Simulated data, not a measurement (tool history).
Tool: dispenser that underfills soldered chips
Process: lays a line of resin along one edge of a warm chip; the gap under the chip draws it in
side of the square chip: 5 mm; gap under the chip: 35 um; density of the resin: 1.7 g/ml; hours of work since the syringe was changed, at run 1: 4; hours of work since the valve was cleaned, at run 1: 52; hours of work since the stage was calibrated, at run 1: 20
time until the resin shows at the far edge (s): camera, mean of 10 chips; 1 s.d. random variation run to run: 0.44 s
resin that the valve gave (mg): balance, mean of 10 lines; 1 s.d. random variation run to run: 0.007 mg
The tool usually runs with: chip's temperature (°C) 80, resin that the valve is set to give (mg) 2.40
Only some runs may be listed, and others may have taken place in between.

run     day  chip's temperature (°C)  resin that the valve is set to give (mg)  hours of work since the syringe was changed  hours of work since the valve was cleaned  hours of work since the stage was calibrated  time until the resin shows at the far edge (s)  resin that the valve gave (mg)
  1   0.000                       80                                      2.40                                            4                                         52                                            20                                            42.2                           2.346
  2   0.208                       75                                      2.40                                            7                                         56                                            23                                            66.0                           2.318
      0.333  -- new syringe of resin
  3   0.521                       80                                      2.40                                            3                                         61                                            28                                            40.9                           2.316
      0.671  -- dispensing valve cleaned and set on the balance
  4   0.779                       80                                      2.40                                            6                                          2                                            31                                            52.6                           2.396
      0.921  -- new syringe of resin
  5   1.183                       80                                      2.40                                            4                                          8                                            38                                            43.2                           2.391
  6   1.396                       80                                      2.65                                            8                                         11                                            41                                            55.0                           2.628
      1.471  -- new syringe of resin
  7   1.825                       80                                      2.65                                            6                                         18                                            48                                            47.7                           2.628
      2.008  -- new syringe of resin
  8   2.096                       80                                      2.65                                            1                                         22                                            52                                            35.5                           2.625
  9   2.346                       80                                      2.65                                            5                                         26                                            56                                            46.0                           2.603
      2.550  -- new syringe of resin
 10   2.667                       80                                      2.65                                            2                                         31                                            61                                            35.9                           2.610
 11   2.921                       80                                      2.65                                            6                                         35                                            65                                            48.7                           2.607
      3.117  -- new syringe of resin
 12   3.208                       80                                      2.40                                            1                                         40                                            69                                            36.1                           2.347
 13   3.512                       84                                      2.40                                            6                                         45                                            74                                            43.1                           2.340
      3.658  -- new syringe of resin
 14   3.871                       80                                      2.40                                            3                                         50                                            80                                            41.7                           2.339
      4.200  -- new syringe of resin
 15   4.221                       80                                      2.72                                            0                                         55                                            85                                            32.4                           2.642
 16   4.421                       80                                      2.72                                            4                                         59                                            88                                            40.9                           2.637
      4.683  -- dispensing valve cleaned and set on the balance
      4.792  -- new syringe of resin
 17   4.804                       80                                      2.72                                            0                                          2                                            94                                            30.5                           2.718
 18   5.067                       80                                      2.55                                            4                                          6                                            98                                            43.2                           2.540
      5.342  -- new syringe of resin
 19   5.417                       72                                      2.30                                            1                                         11                                           103                                            48.4                           2.278
 20   5.775                       73                                      2.34                                            7                                         17                                           109                                            70.6                           2.322
      5.883  -- new syringe of resin
 21   5.971                       73                                      2.34                                            1                                         20                                           112                                            47.5                           2.311
 22   6.179                       66                                      2.69                                            5                                         23                                           115                                            79.3                           2.654
      6.442  -- new syringe of resin
 23   6.642                       77                                      2.43                                            3                                         31                                           122                                            45.2                           2.391
 24   6.950                       72                                      2.01                                            8                                         36                                           127                                            82.2                           1.966
      6.992  -- new syringe of resin
 25   7.367                       69                                      2.19                                            6                                         42                                           134                                            81.4                           2.137
      7.538  -- new syringe of resin
 26   7.600                       69                                      2.19                                            1                                         45                                           137                                            54.8                           2.134
 27   7.800                       93                                      2.30                                            4                                         49                                           141                                            25.5                           2.241
      8.079  -- new syringe of resin
 28   8.150                       80                                      2.64                                            1                                         54                                           146                                            34.6                           2.558
 29   8.546                       80                                      2.64                                            7                                         60                                           152                                            53.8                           2.543
      8.621  -- new syringe of resin
      8.717  -- dispensing valve cleaned and set on the balance
 30   9.008                       89                                      2.10                                            6                                          5                                           159                                            33.9                           2.080
      9.221  -- new syringe of resin
 31   9.279                       66                                      2.40                                            1                                          9                                           163                                            62.4                           2.392
 32   9.592                       87                                      2.47                                            6                                         14                                           168                                            36.0                           2.459
      9.758  -- new syringe of resin
 33   9.942                       87                                      2.47                                            3                                         19                                           173                                            29.4                           2.451
     10.300  -- new syringe of resin
 34  10.300                       87                                      2.47                                            0                                         25                                           179                                            23.6                           2.433
 35  10.592                       94                                      2.47                                            5                                         29                                           184                                            24.9                           2.438

Take each entry between the runs: how does the hidden state at the last listed run before it differ from the hidden state at the first listed run after it?
Logged between run 2 and run 3: new syringe of resin (day 0.333)
  resin's viscosity, % of fresh resin's: 165.8 -> 125.8; dose that the valve gives, % of what is set: 97.12 -> 96.88; true chip temperature over the reading, C: -0.13 -> -0.11
  the result without the hidden state subtracted from the measured one, time until the resin shows at the far edge (s): +26.6 -> +8.7; resin that the valve gave (mg): -0.069 -> -0.074
Logged between run 3 and run 4: dispensing valve cleaned and set on the balance (day 0.671)
  resin's viscosity, % of fresh resin's: 125.8 -> 160.8; dose that the valve gives, % of what is set: 96.88 -> 99.96; true chip temperature over the reading, C: -0.11 -> -0.1
  the result without the hidden state subtracted from the measured one, time until the resin shows at the far edge (s): +8.7 -> +20.1; resin that the valve gave (mg): -0.074 -> -0.001
Logged between run 4 and run 5: new syringe of resin (day 0.921)
  resin's viscosity, % of fresh resin's: 160.8 -> 135.1; dose that the valve gives, % of what is set: 99.96 -> 99.66; true chip temperature over the reading, C: -0.1 -> -0.07
  the result without the hidden state subtracted from the measured one, time until the resin shows at the far edge (s): +20.1 -> +11.4; resin that the valve gave (mg): -0.001 -> -0.008
Logged between run 6 and run 7: new syringe of resin (day 1.471)
  resin's viscosity, % of fresh resin's: 172.1 -> 148.7; dose that the valve gives, % of what is set: 99.47 -> 99.13; true chip temperature over the reading, C: -0.05 -> -0.02
  the result without the hidden state subtracted from the measured one, time until the resin shows at the far edge (s): +23.2 -> +15.6; resin that the valve gave (mg): -0.014 -> -0.023
Logged between run 7 and run 8: new syringe of resin (day 2.008)
  resin's viscosity, % of fresh resin's: 148.7 -> 110.2; dose that the valve gives, % of what is set: 99.13 -> 98.9; true chip temperature over the reading, C: -0.02 -> -0.01
  the result without the hidden state subtracted from the measured one, time until the resin shows at the far edge (s): +15.6 -> +3.3; resin that the valve gave (mg): -0.023 -> -0.029
Logged between run 9 and run 10: new syringe of resin (day 2.550)
  resin's viscosity, % of fresh resin's: 147.4 -> 113.7; dose that the valve gives, % of what is set: 98.7 -> 98.46; true chip temperature over the reading, C: 0.01 -> 0.03
  the result without the hidden state subtracted from the measured one, time until the resin shows at the far edge (s): +14.9 -> +4.3; resin that the valve gave (mg): -0.034 -> -0.041
Logged between run 11 and run 12: new syringe of resin (day 3.117)
  resin's viscosity, % of fresh resin's: 152.5 -> 110.9; dose that the valve gives, % of what is set: 98.25 -> 98.03; true chip temperature over the reading, C: 0.05 -> 0.07
  the result without the hidden state subtracted from the measured one, time until the resin shows at the far edge (s): +16.6 -> +3.5; resin that the valve gave (mg): -0.046 -> -0.047
Logged between run 13 and run 14: new syringe of resin (day 3.658)
  resin's viscosity, % of fresh resin's: 157.6 -> 127.7; dose that the valve gives, % of what is set: 97.78 -> 97.5; true chip temperature over the reading, C: 0.09 -> 0.12
  the result without the hidden state subtracted from the measured one, time until the resin shows at the far edge (s): +15.7 -> +8.9; resin that the valve gave (mg): -0.053 -> -0.060
Logged between run 14 and run 15: new syringe of resin (day 4.200)
  resin's viscosity, % of fresh resin's: 127.7 -> 101.6; dose that the valve gives, % of what is set: 97.5 -> 97.23; true chip temperature over the reading, C: 0.12 -> 0.14
  the result without the hidden state subtracted from the measured one, time until the resin shows at the far edge (s): +8.9 -> +0.4; resin that the valve gave (mg): -0.060 -> -0.076
Logged between run 16 and run 17: dispensing valve cleaned and set on the balance (day 4.683); new syringe of resin (day 4.792)
  resin's viscosity, % of fresh resin's: 128.1 -> 99.6; dose that the valve gives, % of what is set: 97.09 -> 99.87; true chip temperature over the reading, C: 0.15 -> 0.18
  the result without the hidden state subtracted from the measured one, time until the resin shows at the far edge (s): +8.7 -> -0.4; resin that the valve gave (mg): -0.079 -> -0.004
Logged between run 18 and run 19: new syringe of resin (day 5.342)
  resin's viscosity, % of fresh resin's: 134.8 -> 108.6; dose that the valve gives, % of what is set: 99.64 -> 99.33; true chip temperature over the reading, C: 0.19 -> 0.22
  the result without the hidden state subtracted from the measured one, time until the resin shows at the far edge (s): +10.9 -> +3.4; resin that the valve gave (mg): -0.009 -> -0.015
Logged between run 20 and run 21: new syringe of resin (day 5.883)
  resin's viscosity, % of fresh resin's: 164 -> 110.2; dose that the valve gives, % of what is set: 99.02 -> 98.89; true chip temperature over the reading, C: 0.24 -> 0.25
  the result without the hidden state subtracted from the measured one, time until the resin shows at the far edge (s): +27.4 -> +4.0; resin that the valve gave (mg): -0.023 -> -0.026
Logged between run 22 and run 23: new syringe of resin (day 6.442)
  resin's viscosity, % of fresh resin's: 139.3 -> 125; dose that the valve gives, % of what is set: 98.69 -> 98.38; true chip temperature over the reading, C: 0.26 -> 0.3
  the result without the hidden state subtracted from the measured one, time until the resin shows at the far edge (s): +21.8 -> +8.6; resin that the valve gave (mg): -0.035 -> -0.039
Logged between run 24 and run 25: new syringe of resin (day 6.992)
  resin's viscosity, % of fresh resin's: 178.4 -> 157.4; dose that the valve gives, % of what is set: 98.13 -> 97.8; true chip temperature over the reading, C: 0.32 -> 0.34
  the result without the hidden state subtracted from the measured one, time until the resin shows at the far edge (s): +35.6 -> +29.1; resin that the valve gave (mg): -0.038 -> -0.048
Logged between run 25 and run 26: new syringe of resin (day 7.538)
  resin's viscosity, % of fresh resin's: 157.4 -> 108.4; dose that the valve gives, % of what is set: 97.8 -> 97.63; true chip temperature over the reading, C: 0.34 -> 0.36
  the result without the hidden state subtracted from the measured one, time until the resin shows at the far edge (s): +29.1 -> +3.7; resin that the valve gave (mg): -0.048 -> -0.052
Logged between run 27 and run 28: new syringe of resin (day 8.079)
  resin's viscosity, % of fresh resin's: 136.6 -> 108; dose that the valve gives, % of what is set: 97.44 -> 97.18; true chip temperature over the reading, C: 0.38 -> 0.4
  the result without the hidden state subtracted from the measured one, time until the resin shows at the far edge (s): +6.6 -> +2.1; resin that the valve gave (mg): -0.059 -> -0.075
Logged between run 29 and run 30: new syringe of resin (day 8.621); dispensing valve cleaned and set on the balance (day 8.717)
  resin's viscosity, % of fresh resin's: 170.4 -> 149.3; dose that the valve gives, % of what is set: 96.84 -> 99.85; true chip temperature over the reading, C: 0.43 -> 0.45
  the result without the hidden state subtracted from the measured one, time until the resin shows at the far edge (s): +21.9 -> +10.8; resin that the valve gave (mg): -0.084 -> -0.003
Logged between run 30 and run 31: new syringe of resin (day 9.221)
  resin's viscosity, % of fresh resin's: 149.3 -> 107.4; dose that the valve gives, % of what is set: 99.85 -> 99.64; true chip temperature over the reading, C: 0.45 -> 0.47
  the result without the hidden state subtracted from the measured one, time until the resin shows at the far edge (s): +10.8 -> +3.0; resin that the valve gave (mg): -0.003 -> -0.008
Logged between run 32 and run 33: new syringe of resin (day 9.758)
  resin's viscosity, % of fresh resin's: 153.3 -> 124.8; dose that the valve gives, % of what is set: 99.37 -> 99.1; true chip temperature over the reading, C: 0.49 -> 0.52
  the result without the hidden state subtracted from the measured one, time until the resin shows at the far edge (s): +12.0 -> +5.4; resin that the valve gave (mg): -0.016 -> -0.022
Logged between run 33 and run 34: new syringe of resin (day 10.300)
  resin's viscosity, % of fresh resin's: 124.8 -> 100.6; dose that the valve gives, % of what is set: 99.1 -> 98.81; true chip temperature over the reading, C: 0.52 -> 0.54
  the result without the hidden state subtracted from the measured one, time until the resin shows at the far edge (s): +5.4 -> -0.4; resin that the valve gave (mg): -0.022 -> -0.030
